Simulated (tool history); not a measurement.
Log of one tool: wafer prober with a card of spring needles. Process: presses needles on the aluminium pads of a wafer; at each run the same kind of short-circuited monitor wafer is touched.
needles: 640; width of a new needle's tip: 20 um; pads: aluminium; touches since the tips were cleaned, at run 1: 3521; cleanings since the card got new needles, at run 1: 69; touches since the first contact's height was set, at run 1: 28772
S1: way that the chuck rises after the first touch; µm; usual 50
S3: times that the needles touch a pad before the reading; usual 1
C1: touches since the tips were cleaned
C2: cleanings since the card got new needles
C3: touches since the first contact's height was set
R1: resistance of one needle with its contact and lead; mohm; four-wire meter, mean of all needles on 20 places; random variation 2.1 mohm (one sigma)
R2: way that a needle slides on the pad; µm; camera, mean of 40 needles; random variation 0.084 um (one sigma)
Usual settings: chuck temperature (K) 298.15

{"run": 1, "hour": 0.0, "S1": 50, "chuck temperature (K)": 298.15, "S3": 1, "C1": 3521, "C2": 69, "C3": 28772, "R1": 372, "R2": 13.91}
{"hour": 1.4, "done": "tips cleaned on abrasive film"}
{"hour": 9.7, "done": "tips cleaned on abrasive film"}
{"run": 2, "hour": 14.8, "S1": 50, "chuck temperature (K)": 298.15, "S3": 1, "C1": 2578, "C2": 71, "C3": 36181, "R1": 343, "R2": 13.75}
{"hour": 18.1, "done": "tips cleaned on abrasive film"}
{"run": 3, "hour": 23.9, "S1": 50, "chuck temperature (K)": 298.15, "S3": 1, "C1": 2981, "C2": 72, "C3": 40756, "R1": 359, "R2": 13.77}
{"hour": 26.9, "done": "tips cleaned on abrasive film"}
{"hour": 35.9, "done": "tips cleaned on abrasive film"}
{"run": 4, "hour": 36.9, "S1": 50, "chuck temperature (K)": 298.15, "S3": 1, "C1": 478, "C2": 74, "C3": 47202, "R1": 271, "R2": 13.58}
{"hour": 44.8, "done": "tips cleaned on abrasive film"}
{"run": 5, "hour": 52.1, "S1": 50, "chuck temperature (K)": 316.15, "S3": 1, "C1": 3693, "C2": 75, "C3": 54889, "R1": 365, "R2": 13.59}
{"hour": 53.4, "done": "tips cleaned on abrasive film"}
{"run": 6, "hour": 59.7, "S1": 50, "chuck temperature (K)": 298.15, "S3": 1, "C1": 3173, "C2": 76, "C3": 58662, "R1": 364, "R2": 13.74}
{"hour": 61.6, "done": "tips cleaned on abrasive film"}
{"run": 7, "hour": 67.6, "S1": 50, "chuck temperature (K)": 301.15, "S3": 1, "C1": 3028, "C2": 77, "C3": 62626, "R1": 361, "R2": 13.49}
{"hour": 70.1, "done": "tips cleaned on abrasive film"}
{"hour": 78.6, "done": "tips cleaned on abrasive film"}
{"run": 8, "hour": 81.5, "S1": 50, "chuck temperature (K)": 298.15, "S3": 2, "C1": 1462, "C2": 79, "C3": 69570, "R1": 280, "R2": 13.68}
{"hour": 86.8, "done": "tips cleaned on abrasive film"}
{"run": 9, "hour": 88.8, "S1": 50, "chuck temperature (K)": 298.15, "S3": 2, "C1": 1033, "C2": 80, "C3": 73236, "R1": 278, "R2": 13.61}
{"hour": 95.3, "done": "tips cleaned on abrasive film"}
{"run": 10, "hour": 98.5, "S1": 50, "chuck temperature (K)": 298.15, "S3": 2, "C1": 1600, "C2": 81, "C3": 78094, "R1": 293, "R2": 13.48}
{"hour": 103.6, "done": "tips cleaned on abrasive film"}
{"run": 11, "hour": 106.1, "S1": 50, "chuck temperature (K)": 298.15, "S3": 2, "C1": 1255, "C2": 82, "C3": 81876, "R1": 284, "R2": 13.51}
{"hour": 112.3, "done": "tips cleaned on abrasive film"}
{"hour": 121.1, "done": "tips cleaned on abrasive film"}
{"run": 12, "hour": 123.2, "S1": 50, "chuck temperature (K)": 298.15, "S3": 1, "C1": 1051, "C2": 84, "C3": 90457, "R1": 297, "R2": 13.57}
{"hour": 129.8, "done": "tips cleaned on abrasive film"}
{"hour": 138.4, "done": "tips cleaned on abrasive film"}
{"run": 13, "hour": 140.8, "S1": 35, "chuck temperature (K)": 298.15, "S3": 1, "C1": 1212, "C2": 86, "C3": 99256, "R1": 371, "R2": 9.34}
{"hour": 144.8, "done": "height of the first contact set anew"}
{"hour": 147.6, "done": "tips cleaned on abrasive film"}
{"run": 14, "hour": 152.8, "S1": 50, "chuck temperature (K)": 308.15, "S3": 1, "C1": 2644, "C2": 87, "C3": 3990, "R1": 351, "R2": 14.03}
{"hour": 156.2, "done": "tips cleaned on abrasive film"}
{"hour": 164.9, "done": "tips cleaned on abrasive film"}
{"run": 15, "hour": 170.7, "S1": 50, "chuck temperature (K)": 308.15, "S3": 1, "C1": 2919, "C2": 89, "C3": 12932, "R1": 358, "R2": 13.98}
{"hour": 173.1, "done": "tips cleaned on abrasive film"}
{"hour": 181.9, "done": "tips cleaned on abrasive film"}
{"run": 16, "hour": 183.0, "S1": 50, "chuck temperature (K)": 298.15, "S3": 1, "C1": 547, "C2": 91, "C3": 19077, "R1": 273, "R2": 13.81}
{"hour": 191.1, "done": "tips cleaned on abrasive film"}
{"hour": 199.6, "done": "tips cleaned on abrasive film"}
{"run": 17, "hour": 200.2, "S1": 50, "chuck temperature (K)": 298.15, "S3": 3, "C1": 318, "C2": 93, "C3": 27707, "R1": 246, "R2": 13.93}
{"hour": 208.5, "done": "tips cleaned on abrasive film"}
{"run": 18, "hour": 208.9, "S1": 43, "chuck temperature (K)": 298.15, "S3": 3, "C1": 222, "C2": 94, "C3": 32081, "R1": 252, "R2": 11.9}
{"hour": 217.3, "done": "tips cleaned on abrasive film"}
{"run": 19, "hour": 224.7, "S1": 50, "chuck temperature (K)": 298.15, "S3": 2, "C1": 3734, "C2": 95, "C3": 40014, "R1": 325, "R2": 13.82}
{"hour": 226.3, "done": "tips cleaned on abrasive film"}
{"run": 20, "hour": 233.9, "S1": 64, "chuck temperature (K)": 298.15, "S3": 3, "C1": 3857, "C2": 96, "C3": 44636, "R1": 267, "R2": 17.68}
{"hour": 234.8, "done": "tips cleaned on abrasive film"}
{"hour": 243.9, "done": "tips cleaned on abrasive film"}
{"run": 21, "hour": 245.9, "S1": 50, "chuck temperature (K)": 374.15, "S3": 1, "C1": 1023, "C2": 98, "C3": 50616, "R1": 314, "R2": 13.79}
{"hour": 252.5, "done": "tips cleaned on abrasive film"}
{"hour": 261.5, "done": "tips cleaned on abrasive film"}
{"run": 22, "hour": 262.3, "S1": 70, "chuck temperature (K)": 321.15, "S3": 2, "C1": 415, "C2": 100, "C3": 58811, "R1": 250, "R2": 19.43}
{"hour": 270.0, "done": "tips cleaned on abrasive film"}
{"run": 23, "hour": 270.4, "S1": 33, "chuck temperature (K)": 298.15, "S3": 1, "C1": 209, "C2": 101, "C3": 62906, "R1": 285, "R2": 8.88}
{"hour": 278.9, "done": "tips cleaned on abrasive film"}
{"run": 24, "hour": 279.4, "S1": 33, "chuck temperature (K)": 298.15, "S3": 2, "C1": 278, "C2": 102, "C3": 67408, "R1": 277, "R2": 8.84}
{"hour": 287.2, "done": "tips cleaned on abrasive film"}
{"run": 25, "hour": 288.0, "S1": 37, "chuck temperature (K)": 345.15, "S3": 2, "C1": 383, "C2": 103, "C3": 71691, "R1": 288, "R2": 9.97}
{"hour": 295.5, "done": "tips cleaned on abrasive film"}
{"hour": 303.8, "done": "tips cleaned on abrasive film"}
{"run": 26, "hour": 305.8, "S1": 33, "chuck temperature (K)": 315.15, "S3": 2, "C1": 1016, "C2": 105, "C3": 80630, "R1": 323, "R2": 8.84}
{"hour": 312.3, "done": "tips cleaned on abrasive film"}
{"run": 27, "hour": 314.6, "S1": 48, "chuck temperature (K)": 298.15, "S3": 1, "C1": 1169, "C2": 106, "C3": 85048, "R1": 307, "R2": 12.94}
{"hour": 320.7, "done": "tips cleaned on abrasive film"}
{"run": 28, "hour": 322.9, "S1": 38, "chuck temperature (K)": 298.15, "S3": 2, "C1": 1118, "C2": 107, "C3": 89192, "R1": 307, "R2": 9.98}
{"hour": 329.3, "done": "tips cleaned on abrasive film"}
{"run": 29, "hour": 332.2, "S1": 37, "chuck temperature (K)": 309.15, "S3": 2, "C1": 1507, "C2": 108, "C3": 93865, "R1": 330, "R2": 9.86}
{"hour": 338.4, "done": "tips cleaned on abrasive film"}
{"hour": 347.1, "done": "tips cleaned on abrasive film"}
{"hour": 347.4, "done": "height of the first contact set anew"}
{"run": 30, "hour": 348.8, "S1": 37, "chuck temperature (K)": 309.15, "S3": 2, "C1": 669, "C2": 110, "C3": 669, "R1": 297, "R2": 10.51}
{"hour": 355.9, "done": "tips cleaned on abrasive film"}
{"run": 31, "hour": 359.8, "S1": 36, "chuck temperature (K)": 345.15, "S3": 1, "C1": 2017, "C2": 111, "C3": 6231, "R1": 410, "R2": 10.12}

Forecast each of these 3 alternatives for the next run:
{"hour": 364.2, "done": "tips cleaned on abrasive film"}
{"run": "A", "hour": 367.2, "S1": 50, "chuck temperature (K)": 298.15, "S3": 1, "C1": 1562, "C2": 112, "C3": 9929, "R1": "?", "R2": "?"}
{"hour": 364.2, "done": "tips cleaned on abrasive film"}
{"run": "B", "hour": 367.2, "S1": 69, "chuck temperature (K)": 298.15, "S3": 1, "C1": 1562, "C2": 112, "C3": 9929, "R1": "?", "R2": "?"}
{"hour": 364.2, "done": "tips cleaned on abrasive film"}
{"run": "C", "hour": 367.2, "S1": 43, "chuck temperature (K)": 338.15, "S3": 1, "C1": 1562, "C2": 112, "C3": 9929, "R1": "?", "R2": "?"}

run=A R1=315 R2=13.84
run=B R1=280 R2=19.28
run=C R1=346 R2=12.04
Without the tool's hidden state the same runs would have given:
run=A R1=233 R2=13.89
run=B R1=233 R2=19.33
run=C R1=246 R2=12.09
